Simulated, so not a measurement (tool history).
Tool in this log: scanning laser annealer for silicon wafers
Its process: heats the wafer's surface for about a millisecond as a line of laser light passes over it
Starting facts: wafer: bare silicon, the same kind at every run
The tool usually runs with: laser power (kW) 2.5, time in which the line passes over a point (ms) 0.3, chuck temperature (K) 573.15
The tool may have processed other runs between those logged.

| run | hour | laser power (kW) | time in which the line passes over a point (ms) | chuck temperature (K) | highest temperature of the surface (K) |
|---|---|---|---|---|---|
| 1 | 0 | 2.5 | 0.3 | 573.15 | 1399.15 |
| 2 | 12.6 | 2.5 | 0.3 | 573.15 | 1400.15 |
| 3 | 30.2 | 2.5 | 0.241 | 573.15 | 1316.15 |
| 4 | 43.1 | 2.5 | 0.315 | 573.15 | 1416.15 |
| 5 | 59.7 | 2.5 | 0.315 | 573.15 | 1413.15 |
| 6 | 68.5 | 2.5 | 0.221 | 573.15 | 1280.15 |
| 7 | 85.1 | 2.5 | 0.221 | 573.15 | 1282.15 |
| 8 | 97.6 | 2.5 | 0.3 | 573.15 | 1394.15 |
| 9 | 116.6 | 2.5 | 0.3 | 608.15 | 1427.15 |
| 10 | 130.5 | 2.5 | 0.299 | 573.15 | 1392.15 |
| 11 | 148.6 | 2.5 | 0.3 | 573.15 | 1386.15 |
| 12 | 167.8 | 2.5 | 0.3 | 564.15 | 1379.15 |
| 13 | 177.3 | 2.5 | 0.3 | 564.15 | 1378.15 |
| 14 | 189.5 | 2.5 | 0.3 | 564.15 | 1376.15 |
| 15 | 202.5 | 2.5 | 0.3 | 564.15 | 1375.15 |
| 16 | 214.1 | 2.5 | 0.234 | 573.15 | 1292.15 |
| 17 | 228.6 | 2.5 | 0.234 | 573.15 | 1291.15 |
| 18 | 246.9 | 2.5 | 0.234 | 573.15 | 1291.15 |
| 19 | 257 | 2.5 | 0.234 | 573.15 | 1292.15 |
| 20 | 271.6 | 2.5 | 0.234 | 573.15 | 1285.15 |
| 21 | 287.7 | 2.296 | 0.288 | 542.15 | 1269.15 |
| 22 | 301.8 | 2.5 | 0.288 | 573.15 | 1358.15 |
| 23 | 321.3 | 2.538 | 0.365 | 573.15 | 1466.15 |
| 24 | 335.8 | 2.538 | 0.365 | 533.15 | 1427.15 |
| 25 | 348.1 | 2.538 | 0.365 | 589.15 | 1482.15 |
| 26 | 362.4 | 2.538 | 0.365 | 589.15 | 1480.15 |
|  | 373.6 | optics aligned, line set to its width |
| 27 | 377.3 | 2.538 | 0.365 | 589.15 | 1485.15 |
|  | 385.7 | window over the wafer cleaned |
| 28 | 395.7 | 2.4 | 0.365 | 559.15 | 1446.15 |
| 29 | 406.4 | 2.5 | 0.348 | 560.15 | 1459.15 |
| 30 | 419.4 | 2.5 | 0.231 | 560.15 | 1298.15 |
| 31 | 432.5 | 2.5 | 0.284 | 608.15 | 1423.15 |
| 32 | 444 | 2.5 | 0.284 | 608.15 | 1420.15 |
| 33 | 454.4 | 2.5 | 0.284 | 608.15 | 1422.15 |
| 34 | 472.1 | 2.443 | 0.321 | 563.15 | 1404.15 |
| 35 | 486.9 | 2.443 | 0.324 | 563.15 | 1405.15 |
| 36 | 498.8 | 2.552 | 0.315 | 600.15 | 1465.15 |
| 37 | 508.3 | 2.552 | 0.315 | 600.15 | 1465.15 |
| 38 | 521.3 | 2.457 | 0.311 | 558.15 | 1388.15 |
| 39 | 536.2 | 2.379 | 0.256 | 595.15 | 1326.15 |
| 40 | 555.5 | 2.342 | 0.297 | 560.15 | 1333.15 |

Run by run, hidden condition taken away, random variation retained:
Unlogged tool condition in this case: light that passes the window, % of a clean one's; laser's true power over the reading, %; width of the line over the set one, %; drift of the gauge itself on peak_c, C.
| run | highest temperature of the surface (K) |
|---|---|
| 1 | 1414.15 |
| 2 | 1416.15 |
| 3 | 1331.15 |
| 4 | 1435.15 |
| 5 | 1434.15 |
| 6 | 1297.15 |
| 7 | 1301.15 |
| 8 | 1417.15 |
| 9 | 1451.15 |
| 10 | 1417.15 |
| 11 | 1412.15 |
| 12 | 1407.15 |
| 13 | 1407.15 |
| 14 | 1406.15 |
| 15 | 1406.15 |
| 16 | 1320.15 |
| 17 | 1320.15 |
| 18 | 1321.15 |
| 19 | 1323.15 |
| 20 | 1317.15 |
| 21 | 1303.15 |
| 22 | 1396.15 |
| 23 | 1511.15 |
| 24 | 1473.15 |
| 25 | 1529.15 |
| 26 | 1529.15 |
| 27 | 1527.15 |
| 28 | 1450.15 |
| 29 | 1464.15 |
| 30 | 1303.15 |
| 31 | 1430.15 |
| 32 | 1428.15 |
| 33 | 1431.15 |
| 34 | 1414.15 |
| 35 | 1416.15 |
| 36 | 1478.15 |
| 37 | 1479.15 |
| 38 | 1402.15 |
| 39 | 1340.15 |
| 40 | 1349.15 |

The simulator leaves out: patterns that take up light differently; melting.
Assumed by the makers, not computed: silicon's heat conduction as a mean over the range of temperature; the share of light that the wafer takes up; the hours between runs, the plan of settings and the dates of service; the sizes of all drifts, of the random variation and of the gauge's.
